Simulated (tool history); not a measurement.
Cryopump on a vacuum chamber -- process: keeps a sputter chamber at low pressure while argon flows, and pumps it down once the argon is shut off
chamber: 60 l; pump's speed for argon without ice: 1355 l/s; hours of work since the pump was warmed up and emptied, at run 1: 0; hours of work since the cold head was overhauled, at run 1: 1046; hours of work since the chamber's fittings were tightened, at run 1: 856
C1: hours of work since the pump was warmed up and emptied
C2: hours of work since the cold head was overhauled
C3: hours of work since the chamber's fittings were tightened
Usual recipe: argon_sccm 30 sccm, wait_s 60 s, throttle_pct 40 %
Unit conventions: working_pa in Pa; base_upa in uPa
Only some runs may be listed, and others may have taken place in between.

Run 1, day 0.000: usual settings; C1 0; C2 1046; C3 856. Result: working_pa 0.0938 Pa, base_upa 2.45 uPa.
Run 2, day 1.954: usual settings but throttle_pct 19 %; C1 35; C2 1081; C3 891. Result: working_pa 0.1979 Pa, base_upa 2.33 uPa.
Run 3, day 4.054: usual settings but throttle_pct 19 %; C1 73; C2 1119; C3 929. Result: working_pa 0.1980 Pa, base_upa 2.47 uPa.
Run 4, day 6.212: usual settings but throttle_pct 19 %; C1 112; C2 1158; C3 968. Result: working_pa 0.1980 Pa, base_upa 2.57 uPa.
Run 5, day 7.988: usual settings but throttle_pct 19 %; C1 144; C2 1190; C3 1000. Result: working_pa 0.1993 Pa, base_upa 2.51 uPa.
Run 6, day 10.104: usual settings but throttle_pct 19 %; C1 182; C2 1228; C3 1038. Result: working_pa 0.2004 Pa, base_upa 2.57 uPa.
Run 7, day 11.400: usual settings but throttle_pct 19 %; C1 205; C2 1252; C3 1062. Result: working_pa 0.1998 Pa, base_upa 2.61 uPa.
Run 8, day 12.583: usual settings; C1 227; C2 1273; C3 1083. Result: working_pa 0.0961 Pa, base_upa 2.59 uPa.
Run 9, day 14.225: usual settings; C1 256; C2 1302; C3 1113. Result: working_pa 0.0980 Pa, base_upa 2.66 uPa.
Run 10, day 15.321: usual settings; C1 276; C2 1322; C3 1132. Result: working_pa 0.0980 Pa, base_upa 2.68 uPa.
Run 11, day 17.300: usual settings; C1 312; C2 1358; C3 1168. Result: working_pa 0.0975 Pa, base_upa 2.72 uPa.
Run 12, day 18.325: usual settings but throttle_pct 39 %; C1 330; C2 1376; C3 1187. Result: working_pa 0.1008 Pa, base_upa 2.77 uPa.
Run 13, day 19.933: usual settings but throttle_pct 39 %; C1 359; C2 1405; C3 1216. Result: working_pa 0.0999 Pa, base_upa 2.72 uPa.
Run 14, day 21.212: usual settings but throttle_pct 39 %; C1 382; C2 1428; C3 1239. Result: working_pa 0.1002 Pa, base_upa 2.71 uPa.
Run 15, day 23.625: usual settings but throttle_pct 39 %; C1 426; C2 1472; C3 1282. Result: working_pa 0.1010 Pa, base_upa 2.81 uPa.
Run 16, day 25.092: usual settings but throttle_pct 24 %; C1 452; C2 1498; C3 1309. Result: working_pa 0.1609 Pa, base_upa 2.83 uPa.
Run 17, day 26.892: usual settings but wait_s 211 s, throttle_pct 24 %; C1 485; C2 1531; C3 1341. Result: working_pa 0.1613 Pa, base_upa 1.71 uPa.
At day 28.912: pump warmed up, emptied and cooled again.
Run 18, day 28.912: usual settings but argon_sccm 57 sccm, wait_s 49 s, throttle_pct 54 %; C1 0; C2 1563; C3 1374. Result: working_pa 0.1337 Pa, base_upa 3.10 uPa.
Run 19, day 29.971: usual settings but argon_sccm 57 sccm, wait_s 49 s, throttle_pct 54 %; C1 19; C2 1582; C3 1393. Result: working_pa 0.1335 Pa, base_upa 3.10 uPa.
Run 20, day 31.117: usual settings but argon_sccm 36 sccm, wait_s 33 s, throttle_pct 29 %; C1 40; C2 1603; C3 1413. Result: working_pa 0.1564 Pa, base_upa 4.09 uPa.
Run 21, day 33.221: usual settings but wait_s 282 s; C1 78; C2 1641; C3 1451. Result: working_pa 0.0961 Pa, base_upa 1.61 uPa.
Run 22, day 34.275: usual settings but argon_sccm 12 sccm, wait_s 71 s, throttle_pct 19 %; C1 97; C2 1660; C3 1470. Result: working_pa 0.0804 Pa, base_upa 2.53 uPa.
Run 23, day 35.858: usual settings but argon_sccm 14 sccm, wait_s 71 s, throttle_pct 19 %; C1 125; C2 1689; C3 1499. Result: working_pa 0.0929 Pa, base_upa 2.64 uPa.
Run 24, day 37.954: usual settings but argon_sccm 20 sccm, wait_s 267 s, throttle_pct 19 %; C1 163; C2 1726; C3 1537. Result: working_pa 0.1338 Pa, base_upa 1.62 uPa.
Run 25, day 39.575: usual settings but argon_sccm 20 sccm, wait_s 142 s, throttle_pct 16 %; C1 192; C2 1756; C3 1566. Result: working_pa 0.1578 Pa, base_upa 1.98 uPa.
Run 26, day 41.750: usual settings but argon_sccm 28 sccm, wait_s 273 s; C1 231; C2 1795; C3 1605. Result: working_pa 0.0906 Pa, base_upa 1.68 uPa.
Run 27, day 43.467: usual settings but argon_sccm 19 sccm; C1 262; C2 1826; C3 1636. Result: working_pa 0.0599 Pa, base_upa 3.04 uPa.

5 ways to go on from here, each from the tool as it stands after run 27. What would each give?
Run A, day 45.242: usual settings but argon_sccm 15 sccm, throttle_pct 29 %; C1 294; C2 1858; C3 1668. Result: working_pa ?, base_upa ?.
Run B, day 45.242: usual settings but argon_sccm 19 sccm, throttle_pct 39 %; C1 294; C2 1858; C3 1668. Result: working_pa ?, base_upa ?.
Run C, day 45.242: usual settings but argon_sccm 14 sccm, wait_s 88 s, throttle_pct 19 %; C1 294; C2 1858; C3 1668. Result: working_pa ?, base_upa ?.
Run D, day 45.242: usual settings but argon_sccm 16 sccm, wait_s 23 s, throttle_pct 36 %; C1 294; C2 1858; C3 1668. Result: working_pa ?, base_upa ?.
Run E, day 45.242: usual settings but argon_sccm 14 sccm, wait_s 93 s, throttle_pct 48 %; C1 294; C2 1858; C3 1668. Result: working_pa ?, base_upa ?.

run  working_pa  base_upa
  A      0.0664      3.04
  B      0.0627      3.06
  C      0.0929      2.54
  D      0.0574      5.66
  E      0.0377      2.46
With no hidden state in the tool, these same runs would have given:
run  working_pa  base_upa
  A      0.0644      1.86
  B      0.0602      1.87
  C      0.0911      1.34
  D      0.0552      4.48
  E      0.0359      1.27
